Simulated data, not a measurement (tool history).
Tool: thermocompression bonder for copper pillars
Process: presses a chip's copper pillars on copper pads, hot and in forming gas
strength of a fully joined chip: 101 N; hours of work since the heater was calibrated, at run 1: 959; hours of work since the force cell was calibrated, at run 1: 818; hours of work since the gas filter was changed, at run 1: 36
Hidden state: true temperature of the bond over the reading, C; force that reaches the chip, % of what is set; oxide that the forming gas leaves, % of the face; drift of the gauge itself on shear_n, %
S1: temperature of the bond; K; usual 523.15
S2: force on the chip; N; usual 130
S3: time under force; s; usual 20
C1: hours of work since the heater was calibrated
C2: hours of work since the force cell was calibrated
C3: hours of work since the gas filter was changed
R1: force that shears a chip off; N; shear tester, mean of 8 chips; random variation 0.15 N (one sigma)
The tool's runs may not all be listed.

| run | hour | S1 | S2 | S3 | C1 | C2 | C3 | R1 |
|---|---|---|---|---|---|---|---|---|
| 1 | 0 | 523.15 | 130 | 20 | 959 | 818 | 36 | 39.2 |
| 2 | 15.4 | 523.15 | 130 | 20 | 969 | 828 | 46 | 39.1 |
| 3 | 36.6 | 523.15 | 130 | 38 | 984 | 842 | 60 | 49.4 |
| 4 | 58.9 | 523.15 | 130 | 38 | 998 | 857 | 75 | 49.2 |
| 5 | 86.8 | 523.15 | 130 | 20 | 1017 | 876 | 93 | 38.6 |
| 6 | 107.2 | 523.15 | 130 | 17 | 1031 | 889 | 107 | 36.3 |
| 7 | 137.5 | 523.15 | 130 | 17 | 1051 | 909 | 127 | 36.2 |
| 8 | 158.4 | 523.15 | 130 | 17 | 1065 | 923 | 141 | 36.2 |
| 9 | 178.9 | 545.15 | 130 | 17 | 1078 | 937 | 155 | 47.5 |
| 10 | 193.1 | 498.15 | 87 | 21 | 1088 | 946 | 164 | 18.9 |
| 11 | 221.5 | 508.15 | 81 | 21 | 1107 | 965 | 183 | 20.8 |
| 12 | 246.8 | 539.15 | 146 | 16 | 1123 | 982 | 200 | 47.2 |
|  | 253.6 | forming gas filter changed |
| 13 | 274.5 | 498.15 | 163 | 20 | 1142 | 1000 | 14 | 32.7 |
| 14 | 305.1 | 539.15 | 163 | 20 | 1162 | 1021 | 34 | 55.2 |
| 15 | 325 | 539.15 | 163 | 20 | 1175 | 1034 | 47 | 55.1 |
| 16 | 355.6 | 513.15 | 115 | 20 | 1196 | 1054 | 68 | 30.3 |
| 17 | 381 | 499.15 | 112 | 22 | 1212 | 1071 | 85 | 24.8 |
| 18 | 398 | 529.15 | 116 | 42 | 1224 | 1082 | 96 | 49.5 |

Forecast each of these 5 alternatives for the next run:
| A | 426.7 | 515.15 | 177 | 16 | 1243 | 1101 | 115 | ? |
| B | 426.7 | 514.15 | 186 | 42 | 1243 | 1101 | 115 | ? |
| C | 426.7 | 535.15 | 130 | 39 | 1243 | 1101 | 115 | ? |
| D | 426.7 | 538.15 | 184 | 42 | 1243 | 1101 | 115 | ? |
| E | 426.7 | 523.15 | 107 | 12 | 1243 | 1101 | 115 | ? |

| run | R1 |
|---|---|
| A | 40.6 |
| B | 57.9 |
| C | 55.7 |
| D | 72.1 |
| E | 26.2 |
Without the tool's hidden state the same runs would have given:
| run | R1 |
|---|---|
| A | 41.1 |
| B | 58.8 |
| C | 56.5 |
| D | 73.3 |
| E | 26.6 |
